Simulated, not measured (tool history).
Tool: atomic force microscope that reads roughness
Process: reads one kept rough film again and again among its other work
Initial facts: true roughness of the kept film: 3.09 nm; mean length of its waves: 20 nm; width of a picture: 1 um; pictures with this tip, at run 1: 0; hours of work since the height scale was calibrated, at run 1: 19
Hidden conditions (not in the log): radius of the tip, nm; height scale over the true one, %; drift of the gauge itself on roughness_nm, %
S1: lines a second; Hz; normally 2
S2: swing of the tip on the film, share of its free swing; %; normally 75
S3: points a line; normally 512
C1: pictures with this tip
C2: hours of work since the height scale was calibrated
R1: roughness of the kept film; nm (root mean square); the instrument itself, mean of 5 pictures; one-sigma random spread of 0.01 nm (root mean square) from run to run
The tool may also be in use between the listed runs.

run,hour,S1,S2,S3,C1,C2,R1
1,0,2,75,512,0,19,2.375
2,15.8,2,75,512,30,27,1.974
# hour 35.8: new tip fitted
3,48.8,2,75,512,25,45,2.004
4,66.7,2,75,377,59,55,1.657
# hour 70.1: new tip fitted
5,92.7,1.43,75,512,43,69,1.856
# hour 104: new tip fitted
6,130.3,2.32,75,512,50,89,1.715
# hour 137.7: new tip fitted
7,151.3,2.32,75,512,25,100,2.015
# hour 172.1: new tip fitted
8,186.2,2.32,75,512,27,119,1.908
# hour 207.5: new tip fitted
9,215.7,2.32,75,512,16,135,2.088
10,238.4,2.32,75,512,59,148,1.626
# hour 244.6: new tip fitted
11,269.2,2,56,512,47,164,1.852
# hour 280.4: new tip fitted
12,287.9,2,75,512,14,174,2.162
# hour 316.7: new tip fitted
13,320.8,2,75,512,8,192,2.263
# hour 351.6: new tip fitted
14,356.6,2,75,512,9,211,2.208
15,379.8,2,75,512,54,224,1.698
# hour 385.5: new tip fitted
16,396.9,2,75,992,22,233,2.06
17,414.1,2.79,68,541,54,243,1.687
# hour 421.5: new tip fitted
18,448.9,1.4,56,513,52,261,1.76
# hour 455.5: new tip fitted
19,482.3,2.18,64,690,51,279,1.846
# hour 489.5: new tip fitted
20,511.9,2.18,64,690,43,295,1.847
# hour 524.6: new tip fitted
21,534.3,2.59,88,690,19,307,1.99
# hour 558.7: new tip fitted
22,566.6,2,67,346,15,325,2.112
# hour 595.3: new tip fitted
23,596,0.79,79,985,2,341,2.405
# hour 629.2: new tip fitted
24,629.3,0.7,79,356,0,359,2.41
25,649.3,1.38,85,766,39,370,1.865
# hour 664.4: new tip fitted
26,681.1,1.38,85,766,32,387,1.869
# hour 699.5: new tip fitted
27,714.7,1.38,85,766,29,405,1.945
# hour 735.6: new tip fitted
28,736.4,0.91,75,375,1,417,2.381

3 ways to go on from here, each from the tool as it stands after run 28. What would each give?
A,766.1,2,75,405,58,433,?
B,766.1,1.54,58,375,58,433,?
C,766.1,2.06,58,658,58,433,?

run,R1
A,1.653
B,1.718
C,1.743
Without the tool's unlogged condition, the same runs would have read:
run,R1
A,2.366
B,2.455
C,2.496

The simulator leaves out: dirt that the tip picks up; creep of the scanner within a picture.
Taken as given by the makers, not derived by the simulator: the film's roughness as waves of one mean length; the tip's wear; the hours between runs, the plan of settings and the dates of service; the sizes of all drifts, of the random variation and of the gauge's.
